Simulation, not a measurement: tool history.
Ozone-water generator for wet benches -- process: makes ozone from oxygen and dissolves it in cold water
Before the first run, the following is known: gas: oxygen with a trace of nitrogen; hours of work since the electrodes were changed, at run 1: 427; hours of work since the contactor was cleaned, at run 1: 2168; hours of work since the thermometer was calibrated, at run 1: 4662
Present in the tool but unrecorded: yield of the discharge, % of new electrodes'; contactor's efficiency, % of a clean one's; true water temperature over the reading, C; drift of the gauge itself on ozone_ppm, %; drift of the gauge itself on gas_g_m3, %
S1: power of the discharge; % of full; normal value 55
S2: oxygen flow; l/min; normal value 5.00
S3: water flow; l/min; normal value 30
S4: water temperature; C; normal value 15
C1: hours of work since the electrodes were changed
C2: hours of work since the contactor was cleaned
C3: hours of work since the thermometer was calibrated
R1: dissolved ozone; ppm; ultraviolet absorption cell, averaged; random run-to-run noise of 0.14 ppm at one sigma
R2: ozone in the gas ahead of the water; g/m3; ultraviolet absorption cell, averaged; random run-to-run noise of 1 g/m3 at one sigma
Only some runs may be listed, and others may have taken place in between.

run 1 hour=0.0 | S1=55 S2=5.00 S3=30 S4=15 | C1=427 C2=2168 C3=4662 | R1=16.4 R2=174.7
run 2 hour=13.4 | S1=55 S2=4.48 S3=30 S4=15 | C1=436 C2=2177 C3=4671 | R1=15.8 R2=184.2
run 3 hour=27.6 | S1=55 S2=4.48 S3=30 S4=15 | C1=445 C2=2186 C3=4680 | R1=16.0 R2=181.7
run 4 hour=50.8 | S1=55 S2=5.00 S3=30 S4=15 | C1=460 C2=2201 C3=4695 | R1=16.4 R2=172.5
run 5 hour=76.5 | S1=76 S2=5.00 S3=30 S4=15 | C1=477 C2=2218 C3=4712 | R1=20.1 R2=214.1
run 6 hour=103.4 | S1=76 S2=5.00 S3=30 S4=15 | C1=495 C2=2236 C3=4730 | R1=20.0 R2=214.4
run 7 hour=127.8 | S1=57 S2=5.00 S3=30 S4=15 | C1=511 C2=2252 C3=4746 | R1=16.4 R2=176.7
run 8 hour=142.0 | S1=55 S2=5.00 S3=30 S4=15 | C1=520 C2=2261 C3=4755 | R1=16.5 R2=175.1
run 9 hour=168.6 | S1=55 S2=5.36 S3=30 S4=15 | C1=537 C2=2279 C3=4772 | R1=16.6 R2=168.5
run 10 hour=187.8 | S1=55 S2=5.00 S3=30 S4=15 | C1=550 C2=2291 C3=4785 | R1=16.4 R2=173.7
run 11 hour=203.1 | S1=55 S2=5.00 S3=30 S4=15 | C1=560 C2=2301 C3=4795 | R1=16.2 R2=173.6
run 12 hour=229.5 | S1=55 S2=5.00 S3=30 S4=15 | C1=577 C2=2319 C3=4812 | R1=16.0 R2=175.4
run 13 hour=241.9 | S1=55 S2=5.00 S3=30 S4=15 | C1=586 C2=2327 C3=4821 | R1=16.2 R2=173.6
run 14 hour=259.6 | S1=55 S2=5.00 S3=30 S4=15 | C1=597 C2=2338 C3=4832 | R1=16.3 R2=173.8
run 15 hour=277.4 | S1=56 S2=5.00 S3=30 S4=15 | C1=609 C2=2350 C3=4844 | R1=16.4 R2=175.2
run 16 hour=300.4 | S1=55 S2=3.05 S3=30 S4=15 | C1=624 C2=2365 C3=4859 | R1=14.6 R2=221.1
run 17 hour=316.3 | S1=55 S2=3.05 S3=30 S4=15 | C1=634 C2=2376 C3=4869 | R1=14.4 R2=221.4
run 18 hour=345.0 | S1=86 S2=3.05 S3=30 S4=15 | C1=653 C2=2394 C3=4888 | R1=19.3 R2=297.6
run 19 hour=371.4 | S1=54 S2=5.00 S3=30 S4=10 | C1=671 C2=2412 C3=4906 | R1=16.8 R2=170.5
run 20 hour=392.0 | S1=54 S2=5.00 S3=30 S4=10 | C1=684 C2=2425 C3=4919 | R1=17.0 R2=174.0
run 21 hour=405.5 | S1=63 S2=2.72 S3=24 S4=12 | C1=693 C2=2434 C3=4928 | R1=19.8 R2=258.7
run 22 hour=430.2 | S1=63 S2=2.72 S3=24 S4=12 | C1=709 C2=2450 C3=4944 | R1=19.7 R2=255.3
-- hour=435.8 contactor cleaned
-- hour=436.3 water thermometer calibrated
run 23 hour=460.4 | S1=55 S2=5.00 S3=30 S4=16 | C1=726 C2=16 C3=16 | R1=16.1 R2=174.4
-- hour=484.7 contactor cleaned, once more
run 24 hour=484.7 | S1=55 S2=5.00 S3=30 S4=11 | C1=739 C2=0 C3=29 | R1=17.1 R2=173.0
run 25 hour=506.0 | S1=91 S2=2.81 S3=30 S4=11 | C1=753 C2=14 C3=43 | R1=19.7 R2=316.1
run 26 hour=531.2 | S1=91 S2=2.81 S3=30 S4=11 | C1=770 C2=30 C3=60 | R1=20.3 R2=319.6
run 27 hour=551.5 | S1=98 S2=2.81 S3=30 S4=21 | C1=783 C2=44 C3=73 | R1=19.6 R2=332.3
run 28 hour=566.0 | S1=74 S2=2.57 S3=30 S4=15 | C1=793 C2=53 C3=82 | R1=16.9 R2=290.5
run 29 hour=582.3 | S1=74 S2=6.82 S3=30 S4=11 | C1=803 C2=64 C3=93 | R1=21.8 R2=179.7
run 30 hour=597.0 | S1=68 S2=5.00 S3=30 S4=15 | C1=813 C2=74 C3=103 | R1=18.8 R2=199.3
run 31 hour=615.7 | S1=83 S2=3.14 S3=32 S4=16 | C1=825 C2=86 C3=115 | R1=17.3 R2=279.9
run 32 hour=642.9 | S1=83 S2=3.48 S3=20 S4=8 | C1=843 C2=104 C3=133 | R1=30.3 R2=268.2

How would selected steps in R1 from run to run divide? Give the signed amount a tool lacking its hidden state would still show from settings, what came in and random variation, and the signed amount left for the hidden state, including any gauge scatter that is not in both of the compared results.
Run 4 -> 5: S1 55 -> 76. R1 +3.7 ppm: hidden state -0.1, all else +3.8.
Run 17 -> 18: S1 55 -> 86. R1 +4.9 ppm: hidden state -0.1, all else +5.0.
Run 22 -> 23: S1 63 -> 55, S2 2.72 -> 5.00, S3 24 -> 30, S4 12 -> 16, contactor cleaned, water thermometer calibrated. R1 -3.6 ppm: hidden state -0.2, all else -3.4.
Run 23 -> 24: S4 16 -> 11, contactor cleaned, once more. R1 +1.0 ppm: hidden state +0.3, all else +0.7.
Run 28 -> 29: S2 2.57 -> 6.82, S4 15 -> 11. R1 +4.9 ppm: hidden state -0.1, all else +5.0.
Run 31 -> 32: S2 3.14 -> 3.48, S3 32 -> 20, S4 16 -> 8. R1 +13.0 ppm: hidden state -0.1, all else +13.1.

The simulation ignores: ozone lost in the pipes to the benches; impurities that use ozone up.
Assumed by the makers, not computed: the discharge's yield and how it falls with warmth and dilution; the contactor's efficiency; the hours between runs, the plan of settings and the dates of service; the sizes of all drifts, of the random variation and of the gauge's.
